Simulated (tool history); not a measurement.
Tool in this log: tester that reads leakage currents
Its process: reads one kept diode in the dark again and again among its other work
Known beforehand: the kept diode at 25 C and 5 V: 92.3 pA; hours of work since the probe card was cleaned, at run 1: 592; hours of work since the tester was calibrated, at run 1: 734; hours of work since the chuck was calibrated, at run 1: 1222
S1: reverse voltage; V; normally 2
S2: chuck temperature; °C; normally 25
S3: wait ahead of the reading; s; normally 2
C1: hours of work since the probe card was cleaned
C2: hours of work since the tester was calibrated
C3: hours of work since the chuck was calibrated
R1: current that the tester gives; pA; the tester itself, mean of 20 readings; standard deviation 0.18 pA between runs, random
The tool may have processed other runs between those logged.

run	hour	S1	S2	S3	C1	C2	C3	R1
1	0	2	25	2	592	734	1222	60.86
2	33	2	25	2	609	751	1239	60.89
3	64.6	2	25	2	625	767	1256	60.86
4	108.3	2	20	2	648	790	1279	40.75
5	154.2	2	25	2	672	814	1303	61.14
6	216.9	2	25	2	705	847	1336	61.11
7	257.1	1.34	25	2	726	868	1357	49.44
8	314.6	1.13	25	2	756	898	1387	45.04
9	357.4	1.13	25	2	779	921	1409	44.73
10	390.8	1.13	25	2	796	938	1427	45.28
11	443	1.13	25	2	824	966	1454	45
12	483.9	1.13	25	2	845	987	1476	45.17
13	524.6	2	25	2	866	1008	1497	61.74
14	580.2	2	40	0.47	895	1037	1526	190.13
15	608.8	5.81	30	1.41	910	1052	1541	160.83
16	637.6	5.81	30	0.64	926	1067	1556	161.83
17	669.6	5.81	30	0.64	942	1084	1573	162.16
18	717.7	5.29	25	3.32	968	1109	1598	104
19	780.7	5.36	59	2.97	1000	1142	1631	1165.63
20	825.5	6.76	25	1.11	1024	1166	1654	119.99
21	884.1	1.26	25	1.11	1055	1196	1685	48.3
22	913.2	1.26	25	1.11	1070	1212	1700	48.52
23	963.4	2.95	23	2.04	1096	1238	1727	65.54
24	994.4	2	25	0.57	1112	1254	1743	62.36
25	1025.3	5.81	22	0.56	1129	1270	1759	88.71
26	1055.1	3.49	20	5.45	1144	1286	1775	56.83

Alternative continuations, all from the tool just after run 26; predict every row:
A	1085	5.77	54	1.79	1160	1302	1790	?
B	1085	2	25	8.05	1160	1302	1790	?
C	1085	3.49	21	5.45	1160	1302	1790	?
D	1085	2.04	20	0.75	1160	1302	1790	?

run	R1
A	878.38
B	62.4
C	61.28
D	42.64
Without the tool's unlogged condition, the same runs would have read:
run	R1
A	822.85
B	57
C	55.26
D	38.6
